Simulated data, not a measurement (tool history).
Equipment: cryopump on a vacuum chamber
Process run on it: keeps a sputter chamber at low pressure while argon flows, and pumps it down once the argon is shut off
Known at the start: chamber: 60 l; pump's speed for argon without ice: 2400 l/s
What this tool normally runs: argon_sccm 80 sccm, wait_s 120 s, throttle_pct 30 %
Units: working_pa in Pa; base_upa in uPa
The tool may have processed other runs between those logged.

{"run": 1, "day": 0.0, "argon_sccm": 80, "wait_s": 120, "throttle_pct": 30, "working_pa": 0.1878, "base_upa": 0.79}
{"run": 2, "day": 1.7, "argon_sccm": 80, "wait_s": 120, "throttle_pct": 30, "working_pa": 0.1902, "base_upa": 0.78}
{"run": 3, "day": 2.692, "argon_sccm": 80, "wait_s": 120, "throttle_pct": 30, "working_pa": 0.1891, "base_upa": 0.83}
{"run": 4, "day": 3.538, "argon_sccm": 55, "wait_s": 120, "throttle_pct": 30, "working_pa": 0.1315, "base_upa": 0.84}
{"run": 5, "day": 4.875, "argon_sccm": 55, "wait_s": 120, "throttle_pct": 30, "working_pa": 0.1319, "base_upa": 0.86}
{"run": 6, "day": 6.479, "argon_sccm": 55, "wait_s": 120, "throttle_pct": 30, "working_pa": 0.1324, "base_upa": 0.86}
{"run": 7, "day": 7.821, "argon_sccm": 80, "wait_s": 120, "throttle_pct": 30, "working_pa": 0.1946, "base_upa": 0.91}
{"run": 8, "day": 9.179, "argon_sccm": 80, "wait_s": 120, "throttle_pct": 30, "working_pa": 0.1949, "base_upa": 0.97}
{"run": 9, "day": 10.529, "argon_sccm": 80, "wait_s": 120, "throttle_pct": 30, "working_pa": 0.1957, "base_upa": 0.98}
{"run": 10, "day": 12.225, "argon_sccm": 80, "wait_s": 120, "throttle_pct": 30, "working_pa": 0.1969, "base_upa": 0.98}
{"run": 11, "day": 13.196, "argon_sccm": 80, "wait_s": 36, "throttle_pct": 30, "working_pa": 0.197, "base_upa": 2.01}
{"run": 12, "day": 14.129, "argon_sccm": 80, "wait_s": 36, "throttle_pct": 30, "working_pa": 0.1986, "base_upa": 1.96}
{"run": 13, "day": 15.325, "argon_sccm": 80, "wait_s": 36, "throttle_pct": 30, "working_pa": 0.1989, "base_upa": 1.99}
{"run": 14, "day": 16.467, "argon_sccm": 80, "wait_s": 120, "throttle_pct": 30, "working_pa": 0.1989, "base_upa": 0.98}
{"run": 15, "day": 17.5, "argon_sccm": 80, "wait_s": 120, "throttle_pct": 30, "working_pa": 0.2005, "base_upa": 1.06}
{"run": 16, "day": 19.038, "argon_sccm": 80, "wait_s": 120, "throttle_pct": 16, "working_pa": 0.3683, "base_upa": 1.07}
{"run": 17, "day": 20.104, "argon_sccm": 80, "wait_s": 120, "throttle_pct": 16, "working_pa": 0.3692, "base_upa": 1.11}
{"run": 18, "day": 21.1, "argon_sccm": 55, "wait_s": 106, "throttle_pct": 30, "working_pa": 0.1396, "base_upa": 1.14}
{"run": 19, "day": 22.496, "argon_sccm": 32, "wait_s": 77, "throttle_pct": 21, "working_pa": 0.1149, "base_upa": 1.4}
{"run": 20, "day": 24.304, "argon_sccm": 77, "wait_s": 105, "throttle_pct": 54, "working_pa": 0.1186, "base_upa": 1.25}
{"run": 21, "day": 26.267, "argon_sccm": 77, "wait_s": 91, "throttle_pct": 30, "working_pa": 0.2, "base_upa": 1.35}

The next listed run, before its measurement:
{"run": 22, "day": 28.233, "argon_sccm": 77, "wait_s": 23, "throttle_pct": 31, "working_pa": "?", "base_upa": "?"}

{"run 22": {"working_pa": 0.1966, "base_upa": 3.04}}
Take away the tool's hidden state, keep the run-to-run variation as it was, and the same run would have given working_pa 0.1742 Pa, base_upa 2.35 uPa.

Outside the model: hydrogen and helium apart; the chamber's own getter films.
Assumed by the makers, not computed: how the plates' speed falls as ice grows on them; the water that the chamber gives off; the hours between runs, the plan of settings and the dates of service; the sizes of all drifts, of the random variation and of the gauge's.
